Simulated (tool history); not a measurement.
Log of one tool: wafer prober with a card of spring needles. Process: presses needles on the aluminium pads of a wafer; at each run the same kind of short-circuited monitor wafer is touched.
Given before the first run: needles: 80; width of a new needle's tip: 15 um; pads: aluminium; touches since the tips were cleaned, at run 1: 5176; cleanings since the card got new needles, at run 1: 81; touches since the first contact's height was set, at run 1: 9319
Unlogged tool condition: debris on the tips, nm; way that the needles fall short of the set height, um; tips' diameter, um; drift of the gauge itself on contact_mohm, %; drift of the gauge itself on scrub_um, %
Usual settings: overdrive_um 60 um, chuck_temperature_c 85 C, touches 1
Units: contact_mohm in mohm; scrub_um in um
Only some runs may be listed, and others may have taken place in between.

run	day	overdrive_um	chuck_temperature_c	touches	touches since the tips were cleaned	cleanings since the card got new needles	touches since the first contact's height was set	contact_mohm	scrub_um
1	0.000	60	85	1	5176	81	9319	352	16.72
# day 0.096: tips cleaned on abrasive film
# day 0.829: tips cleaned on abrasive film
# day 1.467: tips cleaned on abrasive film
2	1.733	60	85	1	2435	84	25046	308	16.62
# day 2.154: tips cleaned on abrasive film
# day 2.779: tips cleaned on abrasive film
3	3.238	60	85	1	4180	86	38730	334	16.56
# day 3.392: tips cleaned on abrasive film
# day 4.012: tips cleaned on abrasive film
4	4.504	60	85	1	4482	88	50234	353	16.59
# day 4.696: tips cleaned on abrasive film
# day 5.358: tips cleaned on abrasive film
5	5.612	60	85	1	2331	90	60296	308	16.57
# day 6.038: tips cleaned on abrasive film
# day 6.667: tips cleaned on abrasive film
6	7.208	60	85	1	4979	92	74827	367	16.52
# day 7.350: tips cleaned on abrasive film
# day 8.088: tips cleaned on abrasive film
# day 8.721: tips cleaned on abrasive film
7	8.721	60	85	1	0	95	88535	160	16.44
# day 9.429: tips cleaned on abrasive film
8	9.729	60	85	1	2744	96	97708	322	16.37
# day 10.054: tips cleaned on abrasive film
# day 10.804: tips cleaned on abrasive film
# day 11.433: tips cleaned on abrasive film
9	11.433	60	85	1	0	99	113166	159	16.37
# day 12.108: tips cleaned on abrasive film
10	12.142	60	85	3	299	100	119606	161	16.29
# day 12.758: tips cleaned on abrasive film
# day 13.438: tips cleaned on abrasive film
11	13.446	60	85	3	96	102	131487	156	16.24
# day 14.067: tips cleaned on abrasive film
# day 14.738: tips cleaned on abrasive film
12	14.912	60	27	1	1582	104	144801	299	16.28
# day 15.358: tips cleaned on abrasive film
# day 15.971: tips cleaned on abrasive film
13	16.442	58	25	1	4317	106	158723	398	15.57
# day 16.583: tips cleaned on abrasive film
# day 16.596: height of the first contact set anew
# day 17.221: tips cleaned on abrasive film
# day 17.833: tips cleaned on abrasive film
14	18.125	58	25	1	2665	109	13900	340	16.15
# day 18.500: tips cleaned on abrasive film
# day 19.175: tips cleaned on abrasive film
15	19.396	48	81	1	2030	111	25464	365	13.30
# day 19.846: tips cleaned on abrasive film
# day 20.521: tips cleaned on abrasive film
16	20.521	48	81	1	0	113	35642	181	13.25
# day 21.221: tips cleaned on abrasive film
# day 21.846: tips cleaned on abrasive film
17	21.971	75	81	2	1128	115	48834	190	20.72
# day 22.533: tips cleaned on abrasive film
# day 23.154: tips cleaned on abrasive film
18	23.317	75	81	2	1517	117	61086	197	20.70
# day 23.854: tips cleaned on abrasive film
19	24.229	61	81	1	3444	118	69389	342	16.81
# day 24.496: tips cleaned on abrasive film
# day 25.171: tips cleaned on abrasive film
20	25.333	61	81	1	1489	120	79403	274	16.78
# day 25.879: tips cleaned on abrasive film
21	26.304	57	85	3	3878	121	88223	238	15.57
# day 26.558: tips cleaned on abrasive film
# day 27.238: tips cleaned on abrasive film
22	27.508	57	85	3	2477	123	99188	214	15.58
# day 27.942: tips cleaned on abrasive film
# day 28.617: tips cleaned on abrasive film
23	29.200	57	85	3	5341	125	114583	239	15.48
# day 29.296: tips cleaned on abrasive film
# day 29.938: tips cleaned on abrasive film
24	30.408	64	33	2	4288	127	125526	269	17.46

4 ways to go on from here, each from the tool as it stands after run 24. What would each give?
# day 30.667: tips cleaned on abrasive film
# day 31.300: tips cleaned on abrasive film
# day 31.983: tips cleaned on abrasive film
A	32.038	64	32	1	491	130	140323	?	?
# day 30.667: tips cleaned on abrasive film
# day 31.300: tips cleaned on abrasive film
# day 31.983: tips cleaned on abrasive film
B	32.038	61	26	2	491	130	140323	?	?
# day 30.667: tips cleaned on abrasive film
# day 31.300: tips cleaned on abrasive film
# day 31.983: tips cleaned on abrasive film
C	32.038	60	85	1	491	130	140323	?	?
# day 30.667: tips cleaned on abrasive film
# day 31.300: tips cleaned on abrasive film
# day 31.983: tips cleaned on abrasive film
D	32.038	76	92	2	491	130	140323	?	?

run	contact_mohm	scrub_um
A	206	17.45
B	185	16.59
C	217	16.28
D	174	20.74
Without the tool's hidden state the same runs would have given:
run	contact_mohm	scrub_um
A	137	17.90
B	138	17.05
C	145	16.73
D	145	21.19

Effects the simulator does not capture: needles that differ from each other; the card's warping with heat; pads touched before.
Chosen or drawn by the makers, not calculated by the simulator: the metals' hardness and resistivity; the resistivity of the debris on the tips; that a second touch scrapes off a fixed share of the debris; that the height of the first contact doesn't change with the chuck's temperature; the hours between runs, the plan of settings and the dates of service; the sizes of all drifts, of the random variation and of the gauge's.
